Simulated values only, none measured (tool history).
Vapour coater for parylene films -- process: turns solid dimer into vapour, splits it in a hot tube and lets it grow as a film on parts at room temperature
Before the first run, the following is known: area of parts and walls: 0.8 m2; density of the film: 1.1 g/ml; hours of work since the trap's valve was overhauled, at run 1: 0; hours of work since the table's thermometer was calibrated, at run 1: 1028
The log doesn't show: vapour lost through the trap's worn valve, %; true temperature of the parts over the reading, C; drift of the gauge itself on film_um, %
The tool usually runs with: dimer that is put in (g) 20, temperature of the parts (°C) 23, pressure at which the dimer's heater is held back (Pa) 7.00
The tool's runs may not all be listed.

| run | hour | dimer that is put in (g) | temperature of the parts (°C) | pressure at which the dimer's heater is held back (Pa) | hours of work since the trap's valve was overhauled | hours of work since the table's thermometer was calibrated | thickness of the film (nm) |
|---|---|---|---|---|---|---|---|
| 1 | 0.0 | 20 | 23 | 7.00 | 0 | 1028 | 10100 |
| 2 | 29.6 | 20 | 23 | 7.00 | 25 | 1053 | 10190 |
| 3 | 64.7 | 20 | 23 | 7.00 | 54 | 1082 | 10090 |
| 4 | 85.8 | 21 | 23 | 7.00 | 72 | 1100 | 10570 |
| 5 | 123.0 | 21 | 23 | 7.00 | 103 | 1131 | 10340 |
| 6 | 146.7 | 21 | 23 | 7.00 | 123 | 1151 | 10580 |
| 7 | 180.5 | 21 | 23 | 7.00 | 151 | 1179 | 10720 |
| 8 | 209.8 | 21 | 23 | 7.00 | 176 | 1204 | 10340 |
| 9 | 232.7 | 20 | 23 | 7.00 | 195 | 1223 | 10030 |
| 10 | 251.1 | 20 | 23 | 7.00 | 210 | 1238 | 9960 |
|  | 273.4 | trap's valve overhauled |
| 11 | 288.5 | 20 | 23 | 7.00 | 13 | 1266 | 10030 |
| 12 | 322.7 | 20 | 32 | 7.00 | 41 | 1295 | 8020 |
| 13 | 339.6 | 20 | 32 | 7.00 | 55 | 1309 | 7950 |
| 14 | 369.0 | 20 | 32 | 7.00 | 80 | 1334 | 7880 |
| 15 | 394.6 | 20 | 35 | 7.18 | 101 | 1355 | 7350 |
| 16 | 416.3 | 15 | 16 | 7.88 | 120 | 1373 | 8770 |
| 17 | 437.3 | 15 | 16 | 7.88 | 137 | 1391 | 8910 |
| 18 | 470.9 | 8 | 15 | 7.00 | 165 | 1419 | 4860 |
| 19 | 494.7 | 20 | 16 | 7.00 | 185 | 1439 | 11910 |
| 20 | 513.2 | 20 | 23 | 7.25 | 201 | 1454 | 10010 |
|  | 547.1 | trap's valve overhauled |
| 21 | 548.0 | 24 | 17 | 7.00 | 1 | 1480 | 14210 |
| 22 | 572.7 | 24 | 17 | 7.00 | 21 | 1501 | 14090 |
| 23 | 609.9 | 10 | 23 | 7.00 | 53 | 1532 | 4950 |

Run 24 comes next. What will it give?
| 24 | 632.5 | 15 | 25 | 7.00 | 72 | 1551 | ? |

Run 24 gave thickness of the film (nm) 7170.
Had the tool carried no hidden state, the very same run would have given thickness of the film (nm) 7180.

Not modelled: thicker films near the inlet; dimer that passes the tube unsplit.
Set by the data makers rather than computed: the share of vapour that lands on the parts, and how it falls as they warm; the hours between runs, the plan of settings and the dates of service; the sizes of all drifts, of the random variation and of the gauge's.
